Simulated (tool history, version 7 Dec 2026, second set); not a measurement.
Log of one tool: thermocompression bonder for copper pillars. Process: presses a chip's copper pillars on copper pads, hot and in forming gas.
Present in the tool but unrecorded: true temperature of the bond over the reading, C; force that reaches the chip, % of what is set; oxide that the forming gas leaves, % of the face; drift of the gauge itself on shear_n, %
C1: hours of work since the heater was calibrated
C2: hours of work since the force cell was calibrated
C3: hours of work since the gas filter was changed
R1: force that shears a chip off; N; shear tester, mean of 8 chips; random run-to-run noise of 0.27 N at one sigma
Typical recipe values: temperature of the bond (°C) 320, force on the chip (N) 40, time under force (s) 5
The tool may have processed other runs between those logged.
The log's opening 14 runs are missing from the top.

Run 15, hour 435.3: usual settings but force on the chip (N) 35; C1 44; C2 476; C3 93. Result: R1 59.7 N.
At hour 446.8: forming gas filter changed.
Run 16, hour 460: usual settings but time under force (s) 3; C1 63; C2 495; C3 11. Result: R1 58.3 N.
Run 17, hour 494.4: usual settings; C1 90; C2 523; C3 38. Result: R1 69.5 N.
At hour 510.2: heater calibrated with a thermocouple chip, once more.
Run 18, hour 521: usual settings but force on the chip (N) 49; C1 9; C2 542; C3 58. Result: R1 75.5 N.
Run 19, hour 541.4: usual settings but force on the chip (N) 49; C1 25; C2 559; C3 74. Result: R1 74.9 N.
At hour 577.8: forming gas filter changed.
Run 20, hour 581.2: usual settings but temperature of the bond (°C) 297, force on the chip (N) 56; C1 56; C2 590; C3 3. Result: R1 72.5 N.
Run 21, hour 601.5: usual settings but temperature of the bond (°C) 343, force on the chip (N) 32, time under force (s) 3; C1 72; C2 606; C3 19. Result: R1 50.2 N.
Run 22, hour 638.4: usual settings but temperature of the bond (°C) 324, force on the chip (N) 31; C1 102; C2 636; C3 48. Result: R1 50.3 N.
Run 23, hour 657.9: usual settings but temperature of the bond (°C) 324, force on the chip (N) 31, time under force (s) 10; C1 117; C2 651; C3 64. Result: R1 65.2 N.
Run 24, hour 688.9: usual settings but temperature of the bond (°C) 324, force on the chip (N) 47, time under force (s) 10; C1 142; C2 676; C3 89. Result: R1 92.3 N.
At hour 707.3: forming gas filter changed.
Run 25, hour 726.3: usual settings but temperature of the bond (°C) 324, force on the chip (N) 47, time under force (s) 10; C1 172; C2 705; C3 15. Result: R1 94.5 N.
Run 26, hour 762.9: usual settings but temperature of the bond (°C) 339; C1 201; C2 735; C3 44. Result: R1 72.9 N.
Run 27, hour 790: usual settings but temperature of the bond (°C) 303, force on the chip (N) 32; C1 222; C2 756; C3 66. Result: R1 42.7 N.
Run 28, hour 806.5: usual settings but time under force (s) 10; C1 236; C2 769; C3 79. Result: R1 79.9 N.
Run 29, hour 825.9: usual settings but temperature of the bond (°C) 295, force on the chip (N) 35, time under force (s) 4; C1 251; C2 785; C3 95. Result: R1 39.7 N.
At hour 835: forming gas filter changed.
Run 30, hour 843.6: usual settings but temperature of the bond (°C) 295, force on the chip (N) 35, time under force (s) 6; C1 265; C2 799; C3 7. Result: R1 48.5 N.
Run 31, hour 873.6: usual settings but temperature of the bond (°C) 295, force on the chip (N) 35, time under force (s) 6; C1 289; C2 822; C3 31. Result: R1 47.9 N.
Run 32, hour 891.8: usual settings but force on the chip (N) 45, time under force (s) 7; C1 303; C2 837; C3 45. Result: R1 78.6 N.
Run 33, hour 920.3: usual settings but force on the chip (N) 45, time under force (s) 7; C1 326; C2 860; C3 68. Result: R1 78.2 N.
Run 34, hour 937.5: usual settings but temperature of the bond (°C) 333, force on the chip (N) 49, time under force (s) 11; C1 340; C2 873; C3 82. Result: R1 103 N.
Run 35, hour 955.2: usual settings but force on the chip (N) 42, time under force (s) 4; C1 354; C2 888; C3 96. Result: R1 59.4 N.
At hour 963.5: forming gas filter changed.
Run 36, hour 987: usual settings but force on the chip (N) 42, time under force (s) 4; C1 379; C2 913; C3 19. Result: R1 61 N.
At hour 1015.1: force cell calibrated.
Run 37, hour 1028.8: usual settings but temperature of the bond (°C) 325, force on the chip (N) 27, time under force (s) 4; C1 411; C2 11; C3 51. Result: R1 42 N.
Run 38, hour 1050.7: usual settings but temperature of the bond (°C) 310, force on the chip (N) 27, time under force (s) 4; C1 429; C2 28; C3 68. Result: R1 36.2 N.

Forecast each of these 3 alternatives for the next run:
Run A, hour 1068.1: usual settings but temperature of the bond (°C) 310, force on the chip (N) 27, time under force (s) 14; C1 442; C2 42; C3 82. Result: R1 ?.
Run B, hour 1068.1: usual settings but temperature of the bond (°C) 298, force on the chip (N) 59, time under force (s) 4; C1 442; C2 42; C3 82. Result: R1 ?.
Run C, hour 1068.1: usual settings but temperature of the bond (°C) 310, force on the chip (N) 27, time under force (s) 4; C1 442; C2 42; C3 82. Result: R1 ?.

run    R1
  A  60.8
  B  72.5
  C  36.4
Without the tool's hidden state the same runs would have given:
run    R1
  A  61.7
  B  73.5
  C  36.8
